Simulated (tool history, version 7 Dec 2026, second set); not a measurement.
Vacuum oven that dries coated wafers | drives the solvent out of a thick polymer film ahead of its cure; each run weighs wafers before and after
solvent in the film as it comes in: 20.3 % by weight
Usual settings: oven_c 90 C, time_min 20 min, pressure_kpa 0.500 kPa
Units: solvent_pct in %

{"run": 1, "day": 0.0, "oven_c": 90, "time_min": 20, "pressure_kpa": 0.5, "solvent_pct": 3.5}
{"run": 2, "day": 2.504, "oven_c": 90, "time_min": 20, "pressure_kpa": 0.5, "solvent_pct": 3.5}
{"run": 3, "day": 4.608, "oven_c": 90, "time_min": 20, "pressure_kpa": 0.496, "solvent_pct": 3.48}
{"day": 5.921, "done": "oven's thermocouples calibrated"}
{"run": 4, "day": 6.754, "oven_c": 90, "time_min": 20, "pressure_kpa": 0.496, "solvent_pct": 4.42}
{"run": 5, "day": 8.554, "oven_c": 90, "time_min": 20, "pressure_kpa": 0.5, "solvent_pct": 4.43}
{"run": 6, "day": 11.033, "oven_c": 90, "time_min": 20, "pressure_kpa": 0.5, "solvent_pct": 4.41}
{"run": 7, "day": 13.938, "oven_c": 90, "time_min": 20, "pressure_kpa": 1.54, "solvent_pct": 5.26}
{"run": 8, "day": 17.6, "oven_c": 90, "time_min": 20, "pressure_kpa": 1.54, "solvent_pct": 5.22}
{"run": 9, "day": 20.662, "oven_c": 100, "time_min": 20, "pressure_kpa": 0.715, "solvent_pct": 1.4}
{"day": 21.017, "done": "vacuum gauge cleaned of residue and calibrated"}
{"run": 10, "day": 22.929, "oven_c": 101, "time_min": 28, "pressure_kpa": 0.571, "solvent_pct": 0.71}
{"run": 11, "day": 24.779, "oven_c": 101, "time_min": 28, "pressure_kpa": 0.571, "solvent_pct": 0.71}
{"run": 12, "day": 27.679, "oven_c": 92, "time_min": 36, "pressure_kpa": 0.441, "solvent_pct": 1.4}
{"day": 28.4, "done": "vacuum gauge cleaned of residue and calibrated, once more"}
{"run": 13, "day": 30.754, "oven_c": 94, "time_min": 36, "pressure_kpa": 0.608, "solvent_pct": 1.02}
{"run": 14, "day": 34.296, "oven_c": 78, "time_min": 20, "pressure_kpa": 0.5, "solvent_pct": 9.55}
{"run": 15, "day": 37.867, "oven_c": 97, "time_min": 20, "pressure_kpa": 1.739, "solvent_pct": 2.66}

Forecast each of these 3 alternatives for the next run:
{"run": "A", "day": 40.683, "oven_c": 98, "time_min": 36, "pressure_kpa": 0.415, "solvent_pct": "?"}
{"run": "B", "day": 40.683, "oven_c": 90, "time_min": 10, "pressure_kpa": 0.28, "solvent_pct": "?"}
{"run": "C", "day": 40.683, "oven_c": 93, "time_min": 10, "pressure_kpa": 0.538, "solvent_pct": "?"}

run=A solvent_pct=0.49
run=B solvent_pct=7.98
run=C solvent_pct=6.81
Without the tool's hidden state the same runs would have given:
run=A solvent_pct=0.50
run=B solvent_pct=8.15
run=C solvent_pct=6.99
